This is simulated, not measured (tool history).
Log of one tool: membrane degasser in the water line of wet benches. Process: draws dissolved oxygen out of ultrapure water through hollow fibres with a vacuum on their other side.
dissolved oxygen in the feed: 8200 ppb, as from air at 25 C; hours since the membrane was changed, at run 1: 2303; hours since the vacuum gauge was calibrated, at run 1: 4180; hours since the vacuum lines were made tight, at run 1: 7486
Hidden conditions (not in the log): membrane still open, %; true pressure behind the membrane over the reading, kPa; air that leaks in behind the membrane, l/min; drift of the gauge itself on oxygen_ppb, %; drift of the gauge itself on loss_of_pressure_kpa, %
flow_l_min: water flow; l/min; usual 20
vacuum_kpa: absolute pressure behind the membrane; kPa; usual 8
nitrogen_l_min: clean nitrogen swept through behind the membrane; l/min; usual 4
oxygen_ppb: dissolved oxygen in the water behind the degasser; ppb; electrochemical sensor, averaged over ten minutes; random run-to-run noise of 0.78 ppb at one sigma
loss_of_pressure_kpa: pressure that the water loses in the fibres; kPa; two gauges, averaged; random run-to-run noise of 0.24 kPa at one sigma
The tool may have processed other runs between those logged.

run    hour  flow_l_min  vacuum_kpa  nitrogen_l_min  hours since the membrane was changed  hours since the vacuum gauge was calibrated  hours since the vacuum lines were made tight  oxygen_ppb  loss_of_pressure_kpa
  1       0          20           8               4                                  2303                                         4180                                          7486        76.5                 62.43
  2     185          20           8            8.12                                  2488                                         4365                                          7671        46.3                 63.17
  3   322.1          20           8            8.12                                  2625                                         4502                                          7808        46.2                  62.5
  4     441          20           8            8.12                                  2744                                         4621                                          7927        45.4                 62.46
  5     568          20           8            8.12                                  2871                                         4748                                          8054        46.4                 62.64
  6   719.9          20           8            8.12                                  3023                                         4900                                          8206        45.5                  62.7
  7   840.3          20           8            8.12                                  3143                                         5020                                          8326          47                 62.04
  8   968.2          20           8            8.12                                  3271                                         5148                                          8454        46.7                 62.46
  9  1129.9          20           8               4                                  3433                                         5310                                          8616        79.4                 62.57
 10  1315.6          20           8               4                                  3618                                         5496                                          8801        78.6                 62.56
 11  1479.8          20       15.32               4                                  3782                                         5660                                          8966       164.3                 62.48
 12    1589          20       15.32               4                                  3892                                         5769                                          9075       165.6                 63.34
 13  1791.6          20       15.32               4                                  4094                                         5972                                          9277       166.8                 63.03
     1827.9  -- seals of the vacuum lines changed
 14  1922.9          20       15.32               4                                  4223                                         6101                                            95         167                 62.83
     1952.7  -- vacuum gauge calibrated
 15  2103.2          20           8               4                                  4403                                          150                                           275        82.7                 62.78
 16    2237          20           8            2.61                                  4537                                          284                                           409       116.2                 62.62
 17  2424.1          16           8            6.52                                  4724                                          471                                           596        41.7                 50.37
     2463.7  -- vacuum gauge calibrated, once more
 18    2548          20        6.35             4.4                                  4848                                           84                                           719        50.3                 63.09
 19  2706.6          20        6.35             4.4                                  5006                                          243                                           878        51.5                  62.8
 20  2864.6          20        6.35             4.4                                  5164                                          401                                          1036        50.8                 62.85
 21  2948.6          18       11.54            2.45                                  5248                                          485                                          1120       160.8                 57.19
 22  3053.3          18       11.54            7.12                                  5353                                          590                                          1224        65.5                 56.88
 23  3171.7          13       16.85            2.04                                  5471                                          708                                          1343       213.6                    41
 24  3350.9          20         9.4            7.74                                  5651                                          887                                          1522          56                  63.3
 25  3546.1          20         9.4            7.74                                  5846                                         1082                                          1717        55.5                 63.63
 26    3703          20         9.4            7.74                                  6003                                         1239                                          1874        56.3                 63.28
 27  3902.2          14       12.63            10.4                                  6202                                         1438                                          2073        38.5                 44.44
 28  4105.1          24       12.93            1.99                                  6405                                         1641                                          2276       291.7                 76.36
 29  4277.9          16           8            8.36                                  6578                                         1814                                          2449        32.7                 50.65
 30  4421.5          16           8            8.36                                  6721                                         1958                                          2593        33.2                 50.66
 31  4549.7          25        5.17            8.36                                  6849                                         2086                                          2721        41.1                 78.98
 32  4734.6          22        9.74            8.39                                  7034                                         2271                                          2906        63.3                 69.93

Each row is a separate what-if for the run after 32, all from the same tool condition, not one after another. Results?
  A  4913.5          20        18.7               4                                  7213                                         2450                                          3085           ?                     ?
  B  4913.5          22        9.74           10.27                                  7213                                         2450                                          3085           ?                     ?
  C  4913.5          12        9.74            8.39                                  7213                                         2450                                          3085           ?                     ?

run  oxygen_ppb  loss_of_pressure_kpa
  A         205                 63.55
  B        55.5                 70.34
  C        28.6                 37.95
Stripped of hidden state, with their random variation kept, the same runs would have yielded:
run  oxygen_ppb  loss_of_pressure_kpa
  A       199.4                 61.91
  B        51.4                 68.54
  C        26.9                 36.97

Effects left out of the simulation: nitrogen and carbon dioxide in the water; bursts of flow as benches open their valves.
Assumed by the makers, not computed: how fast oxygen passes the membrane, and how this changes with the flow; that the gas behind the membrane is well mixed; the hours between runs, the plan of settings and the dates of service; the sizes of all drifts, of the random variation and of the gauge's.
